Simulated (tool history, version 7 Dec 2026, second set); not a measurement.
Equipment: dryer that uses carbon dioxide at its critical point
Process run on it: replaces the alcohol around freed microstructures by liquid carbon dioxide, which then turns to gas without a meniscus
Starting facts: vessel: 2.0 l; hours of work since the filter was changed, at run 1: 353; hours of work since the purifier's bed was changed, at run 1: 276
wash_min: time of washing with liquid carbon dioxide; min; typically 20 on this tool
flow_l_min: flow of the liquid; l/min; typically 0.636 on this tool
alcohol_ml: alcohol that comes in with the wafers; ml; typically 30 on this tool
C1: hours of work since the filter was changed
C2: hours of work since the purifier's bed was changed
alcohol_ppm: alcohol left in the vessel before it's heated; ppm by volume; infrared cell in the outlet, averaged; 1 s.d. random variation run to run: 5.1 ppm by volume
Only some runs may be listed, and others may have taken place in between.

run 1 hour=0.0 | wash_min=20 flow_l_min=0.636 alcohol_ml=30 | C1=353 C2=276 | alcohol_ppm=130
run 2 hour=41.5 | wash_min=20 flow_l_min=0.636 alcohol_ml=80 | C1=380 C2=304 | alcohol_ppm=311
run 3 hour=85.9 | wash_min=20 flow_l_min=0.636 alcohol_ml=87 | C1=409 C2=333 | alcohol_ppm=362
run 4 hour=146.9 | wash_min=20 flow_l_min=0.636 alcohol_ml=30 | C1=449 C2=373 | alcohol_ppm=171
run 5 hour=212.5 | wash_min=20 flow_l_min=0.636 alcohol_ml=30 | C1=492 C2=416 | alcohol_ppm=182
-- hour=223.5 inlet filter changed
run 6 hour=283.6 | wash_min=20 flow_l_min=0.636 alcohol_ml=30 | C1=39 C2=462 | alcohol_ppm=145
run 7 hour=323.3 | wash_min=20 flow_l_min=0.636 alcohol_ml=30 | C1=65 C2=488 | alcohol_ppm=141
run 8 hour=367.9 | wash_min=15 flow_l_min=0.636 alcohol_ml=30 | C1=95 C2=517 | alcohol_ppm=341
run 9 hour=431.9 | wash_min=15 flow_l_min=0.636 alcohol_ml=30 | C1=137 C2=559 | alcohol_ppm=360
run 10 hour=481.3 | wash_min=15 flow_l_min=0.636 alcohol_ml=30 | C1=169 C2=591 | alcohol_ppm=375
run 11 hour=531.0 | wash_min=20 flow_l_min=0.636 alcohol_ml=23 | C1=202 C2=624 | alcohol_ppm=165
run 12 hour=560.5 | wash_min=20 flow_l_min=0.636 alcohol_ml=23 | C1=221 C2=643 | alcohol_ppm=180
run 13 hour=612.5 | wash_min=20 flow_l_min=0.636 alcohol_ml=30 | C1=255 C2=677 | alcohol_ppm=194
run 14 hour=672.8 | wash_min=20 flow_l_min=0.636 alcohol_ml=30 | C1=295 C2=717 | alcohol_ppm=217
run 15 hour=706.6 | wash_min=20 flow_l_min=0.636 alcohol_ml=30 | C1=317 C2=739 | alcohol_ppm=211
run 16 hour=756.7 | wash_min=20 flow_l_min=0.636 alcohol_ml=30 | C1=350 C2=772 | alcohol_ppm=216
run 17 hour=825.8 | wash_min=15 flow_l_min=0.554 alcohol_ml=58 | C1=395 C2=817 | alcohol_ppm=1321
run 18 hour=898.3 | wash_min=32 flow_l_min=0.838 alcohol_ml=76 | C1=442 C2=865 | alcohol_ppm=159
run 19 hour=948.6 | wash_min=15 flow_l_min=0.777 alcohol_ml=79 | C1=475 C2=898 | alcohol_ppm=579
-- hour=985.8 inlet filter changed
run 20 hour=1002.1 | wash_min=23 flow_l_min=0.547 alcohol_ml=32 | C1=11 C2=932 | alcohol_ppm=227
run 21 hour=1034.8 | wash_min=23 flow_l_min=0.547 alcohol_ml=32 | C1=32 C2=953 | alcohol_ppm=236
run 22 hour=1078.2 | wash_min=18 flow_l_min=0.636 alcohol_ml=102 | C1=61 C2=982 | alcohol_ppm=518
-- hour=1153.9 purifier's bed changed
run 23 hour=1153.9 | wash_min=17 flow_l_min=0.636 alcohol_ml=107 | C1=108 C2=0 | alcohol_ppm=533
run 24 hour=1221.7 | wash_min=16 flow_l_min=0.428 alcohol_ml=26 | C1=153 C2=44 | alcohol_ppm=810
run 25 hour=1279.1 | wash_min=16 flow_l_min=0.428 alcohol_ml=26 | C1=190 C2=82 | alcohol_ppm=800
run 26 hour=1336.8 | wash_min=25 flow_l_min=0.857 alcohol_ml=71 | C1=228 C2=120 | alcohol_ppm=33

Predict each of these 3 candidate next runs independently; none follows another, all start after run 26:
run A hour=1399.2 | wash_min=20 flow_l_min=0.506 alcohol_ml=30 | C1=269 C2=161 | alcohol_ppm=?
run B hour=1399.2 | wash_min=16 flow_l_min=0.743 alcohol_ml=27 | C1=269 C2=161 | alcohol_ppm=?
run C hour=1399.2 | wash_min=28 flow_l_min=0.436 alcohol_ml=47 | C1=269 C2=161 | alcohol_ppm=?

run=A alcohol_ppm=286
run=B alcohol_ppm=141
run=C alcohol_ppm=216
Without the tool's hidden state the same runs would have given:
run=A alcohol_ppm=187
run=B alcohol_ppm=80
run=C alcohol_ppm=128
